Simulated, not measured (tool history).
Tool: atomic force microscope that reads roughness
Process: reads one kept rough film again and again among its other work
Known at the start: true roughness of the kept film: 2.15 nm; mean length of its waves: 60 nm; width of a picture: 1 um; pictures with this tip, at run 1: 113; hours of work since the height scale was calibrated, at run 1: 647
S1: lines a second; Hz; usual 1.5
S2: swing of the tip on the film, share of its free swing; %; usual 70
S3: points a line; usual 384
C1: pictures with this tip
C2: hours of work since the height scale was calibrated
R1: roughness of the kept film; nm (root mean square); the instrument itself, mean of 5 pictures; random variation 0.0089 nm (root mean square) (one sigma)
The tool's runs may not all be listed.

run 1 hour=0 | S1=1.5 S2=70 S3=384 | C1=113 C2=647 | R1=1.936
run 2 hour=30 | S1=1.5 S2=59 S3=384 | C1=159 C2=668 | R1=1.98
run 3 hour=51.4 | S1=1.5 S2=59 S3=384 | C1=191 C2=684 | R1=1.978
run 4 hour=76.5 | S1=1.5 S2=59 S3=289 | C1=229 C2=702 | R1=1.967
run 5 hour=115.7 | S1=1.5 S2=59 S3=289 | C1=289 C2=730 | R1=1.931
-- hour=124.1 new tip fitted
run 6 hour=135 | S1=1.5 S2=70 S3=384 | C1=16 C2=743 | R1=1.968
run 7 hour=168 | S1=0.79 S2=70 S3=384 | C1=66 C2=767 | R1=2.01
run 8 hour=199.2 | S1=0.79 S2=70 S3=384 | C1=114 C2=789 | R1=2.009
run 9 hour=240.5 | S1=1.5 S2=70 S3=983 | C1=176 C2=819 | R1=1.955
run 10 hour=263.9 | S1=1.5 S2=70 S3=983 | C1=212 C2=836 | R1=1.93
run 11 hour=303.9 | S1=2.52 S2=70 S3=384 | C1=273 C2=865 | R1=1.83
-- hour=324.1 new tip fitted
run 12 hour=338.1 | S1=1.5 S2=70 S3=384 | C1=22 C2=889 | R1=1.971
run 13 hour=377.2 | S1=1.5 S2=70 S3=384 | C1=81 C2=917 | R1=1.945
run 14 hour=411.6 | S1=1.5 S2=64 S3=384 | C1=133 C2=942 | R1=1.946
run 15 hour=439 | S1=1.5 S2=65 S3=384 | C1=175 C2=961 | R1=1.955
run 16 hour=474.3 | S1=1.5 S2=65 S3=384 | C1=228 C2=987 | R1=1.937
run 17 hour=498.3 | S1=1.5 S2=70 S3=535 | C1=265 C2=1004 | R1=1.902
-- hour=522.6 new tip fitted
run 18 hour=525.9 | S1=1.5 S2=70 S3=535 | C1=5 C2=1023 | R1=1.986
run 19 hour=547.2 | S1=1.5 S2=85 S3=384 | C1=37 C2=1039 | R1=1.864
run 20 hour=567 | S1=1.79 S2=85 S3=384 | C1=67 C2=1053 | R1=1.829
run 21 hour=593 | S1=1.79 S2=85 S3=384 | C1=107 C2=1071 | R1=1.812
run 22 hour=614.8 | S1=1.5 S2=70 S3=838 | C1=140 C2=1087 | R1=1.943
run 23 hour=638.7 | S1=1.5 S2=70 S3=294 | C1=176 C2=1104 | R1=1.925
run 24 hour=668.7 | S1=1.5 S2=78 S3=294 | C1=222 C2=1126 | R1=1.864
run 25 hour=686.6 | S1=1.5 S2=78 S3=294 | C1=249 C2=1139 | R1=1.855
-- hour=721 new tip fitted
run 26 hour=726.5 | S1=1.42 S2=78 S3=294 | C1=8 C2=1167 | R1=1.92
-- hour=731.1 height scale calibrated on a step standard
run 27 hour=763.4 | S1=1.42 S2=78 S3=294 | C1=63 C2=23 | R1=1.907
run 28 hour=792.8 | S1=1.42 S2=73 S3=550 | C1=108 C2=44 | R1=1.924
run 29 hour=820.9 | S1=1.42 S2=73 S3=550 | C1=150 C2=64 | R1=1.912
run 30 hour=856 | S1=1.53 S2=70 S3=384 | C1=203 C2=90 | R1=1.912
run 31 hour=885.7 | S1=1.5 S2=73 S3=789 | C1=248 C2=111 | R1=1.891
-- hour=919.4 new tip fitted
run 32 hour=921.7 | S1=3.26 S2=70 S3=458 | C1=3 C2=137 | R1=1.885
run 33 hour=952.2 | S1=3.26 S2=70 S3=458 | C1=50 C2=158 | R1=1.854
-- hour=976.4 height scale calibrated on a step standard, once more
run 34 hour=980.5 | S1=3.26 S2=70 S3=458 | C1=91 C2=3 | R1=1.88
run 35 hour=1005.9 | S1=3.26 S2=55 S3=515 | C1=129 C2=21 | R1=1.997
run 36 hour=1027 | S1=1.28 S2=72 S3=395 | C1=162 C2=36 | R1=1.953
run 37 hour=1057 | S1=1.28 S2=86 S3=395 | C1=207 C2=58 | R1=1.864
run 38 hour=1100.4 | S1=1.28 S2=86 S3=395 | C1=273 C2=89 | R1=1.825
-- hour=1118.8 new tip fitted
run 39 hour=1119.1 | S1=1.5 S2=75 S3=534 | C1=0 C2=102 | R1=1.97
run 40 hour=1155.1 | S1=0.74 S2=75 S3=358 | C1=55 C2=128 | R1=2.014
run 41 hour=1175.6 | S1=2.5 S2=85 S3=358 | C1=86 C2=143 | R1=1.753
run 42 hour=1208.4 | S1=3.51 S2=58 S3=283 | C1=136 C2=166 | R1=1.947
run 43 hour=1238.4 | S1=1.85 S2=58 S3=839 | C1=182 C2=188 | R1=1.977
run 44 hour=1273.7 | S1=2.4 S2=83 S3=785 | C1=235 C2=213 | R1=1.748
run 45 hour=1305.7 | S1=0.56 S2=85 S3=476 | C1=284 C2=236 | R1=1.938
-- hour=1316.9 new tip fitted
run 46 hour=1349.5 | S1=0.89 S2=59 S3=1019 | C1=49 C2=267 | R1=2.048
run 47 hour=1372.4 | S1=1.63 S2=59 S3=272 | C1=84 C2=284 | R1=2.019
run 48 hour=1392.1 | S1=3.25 S2=58 S3=836 | C1=114 C2=298 | R1=1.959
run 49 hour=1432.3 | S1=3.69 S2=70 S3=727 | C1=175 C2=327 | R1=1.814
run 50 hour=1455.5 | S1=3.69 S2=70 S3=727 | C1=210 C2=343 | R1=1.82
run 51 hour=1481.2 | S1=3.69 S2=70 S3=727 | C1=249 C2=362 | R1=1.798
run 52 hour=1498.9 | S1=3.69 S2=70 S3=727 | C1=276 C2=374 | R1=1.796

4 ways to go on from here, each from the tool as it stands after run 52. What would each give?
-- hour=1517.8 new tip fitted
run A hour=1533.9 | S1=1.26 S2=70 S3=384 | C1=24 C2=399 | R1=?
-- hour=1517.8 new tip fitted
run B hour=1533.9 | S1=3.69 S2=70 S3=307 | C1=24 C2=399 | R1=?
-- hour=1517.8 new tip fitted
run C hour=1533.9 | S1=0.57 S2=70 S3=266 | C1=24 C2=399 | R1=?
-- hour=1517.8 new tip fitted
run D hour=1533.9 | S1=1.38 S2=70 S3=384 | C1=24 C2=399 | R1=?

run=A R1=2.002
run=B R1=1.868
run=C R1=2.049
run=D R1=2.001
Without the tool's hidden state the same runs would have given:
run=A R1=2.01
run=B R1=1.875
run=C R1=2.058
run=D R1=2.01
